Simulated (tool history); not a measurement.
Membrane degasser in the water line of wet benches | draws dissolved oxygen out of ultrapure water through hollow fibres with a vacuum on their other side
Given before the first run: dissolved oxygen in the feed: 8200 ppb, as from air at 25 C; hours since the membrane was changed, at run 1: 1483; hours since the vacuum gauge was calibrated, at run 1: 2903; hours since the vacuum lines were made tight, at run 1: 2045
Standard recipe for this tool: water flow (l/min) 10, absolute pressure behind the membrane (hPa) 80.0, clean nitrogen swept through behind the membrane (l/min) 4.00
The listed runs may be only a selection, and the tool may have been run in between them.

run	day	water flow (l/min)	absolute pressure behind the membrane (hPa)	clean nitrogen swept through behind the membrane (l/min)	hours since the membrane was changed	hours since the vacuum gauge was calibrated	hours since the vacuum lines were made tight	dissolved oxygen in the water behind the degasser (ppb)	pressure that the water loses in the fibres (hPa)
1	0.000	10	80.0	4.00	1483	2903	2045	70.4	527.4
2	1.425	10	80.0	4.00	1518	2937	2079	68.6	530.7
3	3.329	10	80.0	4.00	1563	2983	2125	70.2	527.2
4	5.408	9	80.0	4.00	1613	3033	2175	60.4	473.4
5	6.767	9	80.0	5.59	1646	3066	2207	53.0	474.2
6	7.938	10	80.0	4.00	1674	3094	2235	69.9	522.8
7	9.433	10	80.0	2.60	1710	3129	2271	84.8	523.7
8	11.083	10	80.0	2.60	1749	3169	2311	85.5	523.3
9	12.017	10	80.0	2.60	1772	3192	2333	84.1	526.1
10	13.350	10	80.0	2.60	1804	3223	2365	84.9	523.4
11	14.612	10	80.0	6.11	1834	3254	2396	60.0	522.6
12	16.750	8	80.0	4.00	1885	3305	2447	49.7	417.1
13	17.667	8	80.0	4.00	1907	3327	2469	50.2	417.6
14	19.767	10	81.1	4.00	1958	3378	2519	70.7	521.2
15	21.983	10	81.1	4.00	2011	3431	2572	70.2	523.7
16	23.300	10	72.3	11.42	2043	3462	2604	49.6	520.9
17	25.367	8	80.0	4.00	2092	3512	2654	49.8	414.9
18	27.267	8	80.0	4.00	2138	3558	2699	50.1	416.0
19	28.921	6	48.2	4.00	2177	3597	2739	19.9	311.8
20	30.888	9	154.5	8.29	2225	3644	2786	65.4	463.5
21	31.821	8	110.3	4.00	2247	3667	2809	63.5	417.5
22	33.046	8	110.3	4.00	2276	3696	2838	64.8	415.5
# day 33.729: gauge calibrated
23	34.425	7	80.0	4.50	2310	3729	2871	38.0	370.4
24	36.154	11	126.1	9.49	2351	3771	2913	74.4	582.4
25	37.525	9	80.0	1.79	2384	3804	2946	90.9	474.6
26	38.583	10	105.7	11.07	2409	3829	2971	56.8	530.5
27	40.821	10	105.7	11.07	2463	3883	3025	56.6	523.4
28	42.342	9	80.0	1.68	2500	3919	3061	95.3	473.2
29	44.388	9	80.0	1.68	2549	3968	3110	95.7	471.3

5 options for the next run, each taken on its own from the tool as it stands now. Forecast them:
# day 44.979: seals of the vacuum lines changed
A	45.567	15	70.7	4.42	2575	3995	14	?	?
# day 44.979: seals of the vacuum lines changed
B	45.567	10	100.4	4.00	2575	3995	14	?	?
# day 44.979: seals of the vacuum lines changed
C	45.567	9	80.0	4.78	2575	3995	14	?	?
# day 44.979: seals of the vacuum lines changed
D	45.567	14	113.4	6.18	2575	3995	14	?	?
# day 44.979: seals of the vacuum lines changed
E	45.567	6	176.0	8.97	2575	3995	14	?	?

run	dissolved oxygen in the water behind the degasser (ppb)	pressure that the water loses in the fibres (hPa)
A	114.6	783.3
B	82.8	525.3
C	54.5	475.9
D	118.6	738.0
E	37.3	317.4
With the hidden condition removed and each run's random variation left untouched, the same runs would have given:
run	dissolved oxygen in the water behind the degasser (ppb)	pressure that the water loses in the fibres (hPa)
A	114.4	790.1
B	82.7	529.8
C	54.4	480.0
D	118.5	744.3
E	37.3	320.1
